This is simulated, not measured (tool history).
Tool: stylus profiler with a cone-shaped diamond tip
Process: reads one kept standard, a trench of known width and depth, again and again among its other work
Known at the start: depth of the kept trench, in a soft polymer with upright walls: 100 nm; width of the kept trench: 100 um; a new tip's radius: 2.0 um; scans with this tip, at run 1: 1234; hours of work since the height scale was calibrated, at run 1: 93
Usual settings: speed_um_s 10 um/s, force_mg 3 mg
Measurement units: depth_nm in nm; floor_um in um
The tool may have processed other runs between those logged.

run	hour	speed_um_s	force_mg	scans with this tip	hours of work since the height scale was calibrated	depth_nm	floor_um
1	0	10	3	1234	93	101.4	98.62
2	12.8	10	3	1361	103	101.42	98.63
3	26.9	10	3	1501	113	101.43	98.64
4	36.7	10	3	1598	120	101.43	98.62
5	43.8	10	1.04	1668	126	100.7	98.6
6	58.4	10	1.04	1813	137	100.73	98.64
# hour 60.2: height scale calibrated on a step standard
7	66.5	10	1.04	1888	5	100.74	98.62
8	76	10	2.07	1983	12	101.14	98.61
9	92.9	10	2.07	2151	24	101.14	98.62
10	107.5	19	8.75	2295	35	102.94	98.63
11	120.7	7	4.38	2426	45	101.88	98.64
12	135.3	7	4.38	2571	56	101.87	98.66

Run 13, settings as shown, results not yet in. Your forecast:
13	143.2	3	2.71	2649	62	?	?

For run 13 the tool returned depth_nm 101.36 nm, floor_um 98.64 um.
Without the tool's hidden state the same run would have given depth_nm 101.3 nm, floor_um 98.72 um.

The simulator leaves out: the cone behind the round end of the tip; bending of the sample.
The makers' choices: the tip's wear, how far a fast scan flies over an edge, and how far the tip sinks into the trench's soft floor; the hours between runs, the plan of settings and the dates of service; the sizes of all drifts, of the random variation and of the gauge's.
